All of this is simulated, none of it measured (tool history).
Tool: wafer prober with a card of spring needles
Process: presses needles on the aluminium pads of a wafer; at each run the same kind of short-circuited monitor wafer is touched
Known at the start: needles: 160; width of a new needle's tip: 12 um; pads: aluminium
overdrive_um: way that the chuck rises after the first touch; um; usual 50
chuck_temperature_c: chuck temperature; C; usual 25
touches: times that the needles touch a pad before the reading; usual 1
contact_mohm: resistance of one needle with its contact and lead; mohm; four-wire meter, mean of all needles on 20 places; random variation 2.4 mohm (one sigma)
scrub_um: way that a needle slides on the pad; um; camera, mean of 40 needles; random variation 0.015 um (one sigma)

| run | hour | overdrive_um | chuck_temperature_c | touches | contact_mohm | scrub_um |
|---|---|---|---|---|---|---|
| 1 | 0 | 50 | 25 | 1 | 272 | 9.54 |
|  | 9.8 | tips cleaned on abrasive film |
|  | 26 | tips cleaned on abrasive film |
|  | 32.8 | height of the first contact set anew |
|  | 42.6 | tips cleaned on abrasive film |
|  | 58.9 | tips cleaned on abrasive film |
|  | 71.9 | tips cleaned on abrasive film |
| 2 | 82.5 | 50 | 43 | 1 | 271 | 9.57 |
|  | 85.9 | tips cleaned on abrasive film |
|  | 98.9 | tips cleaned on abrasive film |
|  | 111.9 | tips cleaned on abrasive film |
|  | 128.2 | tips cleaned on abrasive film |
|  | 141.2 | tips cleaned on abrasive film |
| 3 | 144.4 | 50 | 43 | 1 | 273 | 9.53 |
|  | 157.4 | tips cleaned on abrasive film |
|  | 170.4 | tips cleaned on abrasive film |
|  | 183.4 | tips cleaned on abrasive film |
| 4 | 184.5 | 50 | 43 | 1 | 275 | 9.56 |
|  | 197.5 | tips cleaned on abrasive film |
|  | 207.5 | height of the first contact set anew |
|  | 210.8 | tips cleaned on abrasive film |
|  | 227.1 | tips cleaned on abrasive film |
|  | 243.4 | tips cleaned on abrasive film |
|  | 259.6 | tips cleaned on abrasive film |
| 5 | 266.8 | 50 | 25 | 1 | 272 | 9.54 |
|  | 273.3 | tips cleaned on abrasive film |
|  | 289.6 | tips cleaned on abrasive film |
|  | 305.8 | tips cleaned on abrasive film |
|  | 318.9 | tips cleaned on abrasive film |
|  | 335.1 | tips cleaned on abrasive film |
| 6 | 336.6 | 63 | 25 | 1 | 269 | 12.01 |
|  | 349.6 | tips cleaned on abrasive film |
|  | 365.8 | tips cleaned on abrasive film |
|  | 379.1 | height of the first contact set anew |
|  | 382.4 | tips cleaned on abrasive film |
|  | 395.4 | tips cleaned on abrasive film |
| 7 | 402.9 | 63 | 25 | 1 | 264 | 12.01 |

The next listed run, before its measurement:
|  | 409.4 | tips cleaned on abrasive film |
|  | 425.7 | tips cleaned on abrasive film |
|  | 441.9 | tips cleaned on abrasive film |
| 8 | 453.3 | 37 | 68 | 3 | ? | ? |

Run 8 gave contact_mohm 282 mohm, scrub_um 7.04 um.
Without the tool's hidden state the same run would have given contact_mohm 282 mohm, scrub_um 7.07 um.

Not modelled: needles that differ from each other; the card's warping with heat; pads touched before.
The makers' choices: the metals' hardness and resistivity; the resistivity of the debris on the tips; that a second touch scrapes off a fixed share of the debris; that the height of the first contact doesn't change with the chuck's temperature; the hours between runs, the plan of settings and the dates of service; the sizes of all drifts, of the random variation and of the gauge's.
